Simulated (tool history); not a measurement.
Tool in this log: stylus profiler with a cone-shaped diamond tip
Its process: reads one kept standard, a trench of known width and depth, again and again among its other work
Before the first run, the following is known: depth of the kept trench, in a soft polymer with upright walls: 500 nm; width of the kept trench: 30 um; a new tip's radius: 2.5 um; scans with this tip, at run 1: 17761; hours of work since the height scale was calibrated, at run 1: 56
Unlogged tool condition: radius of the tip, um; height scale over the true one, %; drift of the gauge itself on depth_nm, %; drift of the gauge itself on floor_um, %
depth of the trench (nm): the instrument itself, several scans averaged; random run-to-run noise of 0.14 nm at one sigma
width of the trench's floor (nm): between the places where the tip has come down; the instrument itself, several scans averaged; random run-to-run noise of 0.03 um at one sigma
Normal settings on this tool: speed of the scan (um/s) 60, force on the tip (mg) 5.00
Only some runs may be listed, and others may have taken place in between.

| run | day | speed of the scan (um/s) | force on the tip (mg) | scans with this tip | hours of work since the height scale was calibrated | depth of the trench (nm) | width of the trench's floor (nm) |
|---|---|---|---|---|---|---|---|
| 1 | 0.000 | 60 | 5.00 | 17761 | 56 | 513.94 | 24480 |
| 2 | 2.175 | 60 | 5.00 | 18003 | 85 | 513.82 | 24450 |
| 3 | 4.792 | 60 | 5.00 | 18294 | 121 | 513.88 | 24420 |
| 4 | 7.167 | 60 | 5.00 | 18557 | 153 | 514.19 | 24360 |
| 5 | 10.679 | 60 | 5.00 | 18947 | 201 | 514.11 | 24320 |
| 6 | 13.150 | 60 | 5.00 | 19222 | 234 | 514.10 | 24280 |
| 7 | 17.633 | 60 | 5.00 | 19720 | 295 | 514.41 | 24210 |
| 8 | 20.367 | 60 | 5.00 | 20023 | 332 | 514.30 | 24250 |
| 9 | 22.762 | 60 | 5.00 | 20289 | 365 | 514.59 | 24150 |
| 10 | 27.021 | 60 | 6.94 | 20762 | 423 | 517.81 | 24220 |
| 11 | 31.179 | 60 | 6.94 | 21224 | 479 | 518.00 | 24160 |
| 12 | 35.646 | 60 | 6.41 | 21720 | 540 | 517.16 | 24100 |
| 13 | 40.221 | 60 | 6.41 | 22227 | 602 | 517.20 | 24090 |
| 14 | 42.662 | 60 | 6.41 | 22499 | 635 | 517.32 | 24020 |
| 15 | 45.575 | 60 | 6.41 | 22822 | 675 | 517.47 | 23990 |
|  | 45.942 | new tip fitted, height scale calibrated |
| 16 | 47.558 | 166 | 5.00 | 179 | 22 | 513.84 | 26310 |
| 17 | 50.375 | 60 | 6.76 | 492 | 60 | 517.05 | 26680 |
| 18 | 53.525 | 60 | 6.76 | 842 | 103 | 517.09 | 26580 |
| 19 | 57.958 | 60 | 6.76 | 1334 | 163 | 517.39 | 26570 |
| 20 | 61.167 | 45 | 2.78 | 1690 | 207 | 509.69 | 26480 |
| 21 | 64.733 | 45 | 2.78 | 2086 | 255 | 509.64 | 26370 |
| 22 | 68.512 | 45 | 2.78 | 2506 | 306 | 510.17 | 26370 |
| 23 | 72.192 | 36 | 3.95 | 2914 | 356 | 512.84 | 26320 |
| 24 | 75.062 | 161 | 3.95 | 3233 | 395 | 512.51 | 25740 |
| 25 | 77.704 | 56 | 3.95 | 3526 | 431 | 512.65 | 26090 |
| 26 | 80.283 | 157 | 3.17 | 3813 | 466 | 511.15 | 25600 |
| 27 | 84.058 | 157 | 3.17 | 4232 | 517 | 511.07 | 25520 |
| 28 | 88.504 | 157 | 3.17 | 4726 | 578 | 511.21 | 25450 |
| 29 | 91.971 | 157 | 3.17 | 5111 | 625 | 511.25 | 25450 |
| 30 | 95.867 | 157 | 3.17 | 5543 | 678 | 511.28 | 25280 |
| 31 | 99.488 | 125 | 2.58 | 5945 | 727 | 509.99 | 25360 |
| 32 | 102.471 | 35 | 6.44 | 6276 | 767 | 517.76 | 25940 |
| 33 | 106.175 | 35 | 6.44 | 6688 | 818 | 518.00 | 25800 |
| 34 | 108.921 | 201 | 5.90 | 6993 | 855 | 516.99 | 25150 |
| 35 | 113.367 | 99 | 3.10 | 7487 | 915 | 511.56 | 25410 |
| 36 | 117.483 | 64 | 2.63 | 7944 | 971 | 510.90 | 25470 |
| 37 | 121.567 | 64 | 2.63 | 8397 | 1027 | 510.85 | 25350 |

Predict each of these 4 candidate next runs independently; none follows another, all start after run 37:
| A | 124.862 | 102 | 3.08 | 8763 | 1071 | ? | ? |
| B | 124.862 | 60 | 12.34 | 8763 | 1071 | ? | ? |
| C | 124.862 | 18 | 7.56 | 8763 | 1071 | ? | ? |
| D | 124.862 | 59 | 10.60 | 8763 | 1071 | ? | ? |

| run | depth of the trench (nm) | width of the trench's floor (nm) |
|---|---|---|
| A | 511.77 | 25190 |
| B | 527.37 | 25570 |
| C | 520.02 | 25590 |
| D | 524.98 | 25550 |
What these runs would have given with no unlogged condition in the tool:
| run | depth of the trench (nm) | width of the trench's floor (nm) |
|---|---|---|
| A | 509.85 | 26480 |
| B | 525.39 | 26860 |
| C | 518.07 | 26880 |
| D | 523.01 | 26840 |
